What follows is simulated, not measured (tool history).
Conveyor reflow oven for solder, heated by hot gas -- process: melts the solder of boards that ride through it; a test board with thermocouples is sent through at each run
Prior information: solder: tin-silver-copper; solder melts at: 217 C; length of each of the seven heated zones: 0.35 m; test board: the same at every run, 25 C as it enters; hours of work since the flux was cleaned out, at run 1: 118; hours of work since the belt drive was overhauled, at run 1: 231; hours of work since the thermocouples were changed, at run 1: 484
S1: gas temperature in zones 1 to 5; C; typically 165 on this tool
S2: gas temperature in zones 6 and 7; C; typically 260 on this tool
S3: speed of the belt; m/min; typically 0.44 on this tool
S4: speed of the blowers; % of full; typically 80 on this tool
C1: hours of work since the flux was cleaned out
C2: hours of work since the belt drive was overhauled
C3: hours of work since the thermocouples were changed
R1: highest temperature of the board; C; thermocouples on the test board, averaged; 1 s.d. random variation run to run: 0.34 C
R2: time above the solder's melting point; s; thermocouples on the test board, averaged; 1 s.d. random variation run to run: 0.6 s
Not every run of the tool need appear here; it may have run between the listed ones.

run	day	S1	S2	S3	S4	C1	C2	C3	R1	R2
1	0	165	260	0.44	80	118	231	484	241.4	55.2
2	1.767	165	260	0.36	80	144	257	510	247.1	79.1
3	4.012	165	260	0.36	80	177	290	543	246.6	78.3
4	5.325	165	260	0.36	80	196	309	562	247.3	78.5
5	7.146	165	260	0.44	80	222	335	588	240.9	51.6
6	8.783	165	260	0.44	80	246	359	612	240.1	51.8
7	10.567	165	260	0.44	59	272	385	638	232.9	40.4
8	12.317	165	260	0.44	80	298	411	664	239.1	51.7
9	13.775	165	260	0.44	80	319	432	685	239.1	50.7
# day 14.079: belt drive overhauled, speed set with a stopwatch
10	16.346	165	260	0.44	80	354	33	720	238.7	51.2
# day 17.946: flux residue cleaned out of gas plates and filters
11	18.433	165	260	0.44	80	7	61	748	243.7	57.2
12	20.762	165	260	0.44	80	41	95	782	243.2	57.5
13	22.879	165	260	0.44	88	72	126	813	244.6	61.1
14	24.917	165	260	0.44	80	102	155	843	242.4	57.7
# day 25.833: thermocouples of zones 6 and 7 changed
# day 26.904: belt drive overhauled, speed set with a stopwatch, once more
15	27.342	173	251	0.397	71	134	6	20	236.2	57.2
16	28.508	157	260	0.44	60	151	23	37	232.7	37.5
17	30.954	157	260	0.44	60	186	59	72	232.9	37.1
18	32.504	157	260	0.44	60	209	82	95	231.7	35.8
19	33.975	166	265	0.408	52	231	103	117	239.1	52.5
20	36.008	165	260	0.426	52	260	133	146	232.2	38.8
21	38.092	165	260	0.426	52	291	164	177	232.1	38.6
22	40.654	164	264	0.369	84	328	201	214	249.2	78.2
23	42.654	167	264	0.369	59	358	230	244	243.2	69
# day 44.162: flux residue cleaned out of gas plates and filters
24	45.25	165	273	0.44	77	16	265	278	253	68.6
25	47.512	151	269	0.44	60	49	298	311	240.3	47
26	49.133	161	269	0.44	70	73	322	335	246.7	59.8
27	51.662	177	260	0.502	80	110	359	372	240.2	49.6
28	53.067	158	260	0.463	80	130	379	393	238.5	46.2

Consider 3 possible next runs. They are alternatives, not a sequence: every one starts from the tool as it was left by run 28. What does each give?
A	54.408	165	260	0.494	80	150	399	412	?	?
B	54.408	163	253	0.37	80	150	399	412	?	?
C	54.408	165	251	0.402	51	150	399	412	?	?

run	R1	R2
A	236.9	41.9
B	240.4	65.1
C	228.6	36
The same runs, with their run-to-run variation unchanged, on a tool lacking any hidden condition would have given:
run	R1	R2
A	238.3	44.3
B	241.1	66.9
C	229.2	38
